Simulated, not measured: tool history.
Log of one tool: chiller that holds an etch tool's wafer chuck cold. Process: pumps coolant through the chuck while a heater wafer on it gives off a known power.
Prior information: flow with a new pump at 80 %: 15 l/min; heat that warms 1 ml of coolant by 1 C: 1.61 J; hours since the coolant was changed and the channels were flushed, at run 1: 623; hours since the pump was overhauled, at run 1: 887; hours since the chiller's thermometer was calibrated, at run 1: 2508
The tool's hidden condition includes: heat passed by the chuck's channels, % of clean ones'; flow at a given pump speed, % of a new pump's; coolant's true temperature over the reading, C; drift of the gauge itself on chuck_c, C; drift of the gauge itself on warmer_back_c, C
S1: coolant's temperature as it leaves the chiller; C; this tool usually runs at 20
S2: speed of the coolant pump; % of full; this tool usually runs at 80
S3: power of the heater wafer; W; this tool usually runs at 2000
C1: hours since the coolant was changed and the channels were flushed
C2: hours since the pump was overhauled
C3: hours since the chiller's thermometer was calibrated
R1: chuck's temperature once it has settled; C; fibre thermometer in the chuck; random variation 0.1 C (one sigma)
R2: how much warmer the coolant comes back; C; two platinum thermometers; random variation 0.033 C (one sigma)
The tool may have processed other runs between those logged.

Run 1, hour 0: usual settings; C1 623; C2 887; C3 2508. Result: R1 38.6 C, R2 4.96 C.
Run 2, hour 36: usual settings; C1 659; C2 923; C3 2544. Result: R1 38.7 C, R2 4.92 C.
Run 3, hour 107.4: usual settings; C1 731; C2 994; C3 2615. Result: R1 38.8 C, R2 4.89 C.
Run 4, hour 169.6: usual settings but S2 97 % of full; C1 793; C2 1056; C3 2677. Result: R1 35.9 C, R2 4.01 C.
Run 5, hour 240.4: usual settings but S2 97 % of full; C1 864; C2 1127; C3 2748. Result: R1 35.9 C, R2 4.02 C.
Run 6, hour 290.9: usual settings but S2 97 % of full; C1 914; C2 1178; C3 2799. Result: R1 35.9 C, R2 4.01 C.
Run 7, hour 357.1: usual settings but S2 97 % of full; C1 980; C2 1244; C3 2865. Result: R1 35.8 C, R2 4.02 C.
Run 8, hour 401.3: usual settings but S2 97 % of full; C1 1025; C2 1288; C3 2909. Result: R1 36 C, R2 4.04 C.
Run 9, hour 471.2: usual settings but S2 72 % of full; C1 1094; C2 1358; C3 2979. Result: R1 40.3 C, R2 5.55 C.
Run 10, hour 535.3: usual settings but S2 62 % of full; C1 1159; C2 1422; C3 3043. Result: R1 43.1 C, R2 6.53 C.
Run 11, hour 587.4: usual settings; C1 1211; C2 1474; C3 3095. Result: R1 38.7 C, R2 4.94 C.
At hour 598.3: chiller's thermometer calibrated.
Run 12, hour 623: usual settings; C1 1245; C2 1509; C3 25. Result: R1 38.7 C, R2 4.99 C.
Run 13, hour 689.2: usual settings; C1 1311; C2 1575; C3 91. Result: R1 38.8 C, R2 4.94 C.
Run 14, hour 749.7: usual settings but S1 16 C, S2 67 % of full, S3 1377 W; C1 1372; C2 1635; C3 151. Result: R1 30.8 C, R2 4.12 C.
Run 15, hour 803.5: usual settings but S1 16 C, S2 67 % of full, S3 1377 W; C1 1426; C2 1689; C3 205. Result: R1 30.8 C, R2 4.09 C.
Run 16, hour 840.8: usual settings but S1 22 C, S2 67 % of full, S3 1445 W; C1 1463; C2 1727; C3 243. Result: R1 37.6 C, R2 4.37 C.
Run 17, hour 894.5: usual settings but S2 66 % of full; C1 1517; C2 1780; C3 296. Result: R1 42 C, R2 6.07 C.
Run 18, hour 949.8: usual settings but S2 76 % of full, S3 2987 W; C1 1572; C2 1836; C3 351. Result: R1 49 C, R2 7.78 C.
Run 19, hour 1003.4: usual settings but S1 23 C, S2 99 % of full, S3 2321 W; C1 1626; C2 1889; C3 405. Result: R1 41.3 C, R2 4.59 C.
Run 20, hour 1034: usual settings but S1 23 C, S2 61 % of full, S3 1190 W; C1 1656; C2 1920; C3 436. Result: R1 36.9 C, R2 3.92 C.
Run 21, hour 1073.9: usual settings but S1 13 C, S2 73 % of full, S3 1037 W; C1 1696; C2 1960; C3 476. Result: R1 23.4 C, R2 2.76 C.
Run 22, hour 1121.9: usual settings but S2 68 % of full, S3 1215 W; C1 1744; C2 2008; C3 524. Result: R1 33 C, R2 3.57 C.
Run 23, hour 1153.2: usual settings but S2 65 % of full, S3 1588 W; C1 1775; C2 2039; C3 555. Result: R1 37.7 C, R2 4.89 C.
Run 24, hour 1191.6: usual settings but S2 65 % of full, S3 1588 W; C1 1814; C2 2077; C3 593. Result: R1 37.7 C, R2 4.91 C.
Run 25, hour 1256: usual settings but S3 1423 W; C1 1878; C2 2142; C3 658. Result: R1 33.4 C, R2 3.53 C.

Below are 4 alternative next runs, each starting from the tool's condition after run 25. Predict each:
Run A, hour 1293.2: usual settings but S2 69 % of full; C1 1915; C2 2179; C3 695. Result: R1 ?, R2 ?.
Run B, hour 1293.2: usual settings but S2 74 % of full; C1 1915; C2 2179; C3 695. Result: R1 ?, R2 ?.
Run C, hour 1293.2: usual settings but S2 82 % of full; C1 1915; C2 2179; C3 695. Result: R1 ?, R2 ?.
Run D, hour 1293.2: usual settings but S1 14 C, S2 72 % of full, S3 1121 W; C1 1915; C2 2179; C3 695. Result: R1 ?, R2 ?.

run    R1    R2
  A  41.2   5.8
  B  39.9   5.4
  C  38.2   4.8
  D  25.3  3.13
Take away the tool's hidden state, keep each run's random variation, and the runs would have read:
run    R1    R2
  A  41.2   5.8
  B  39.9  5.39
  C  38.2   4.8
  D  25.3  3.13
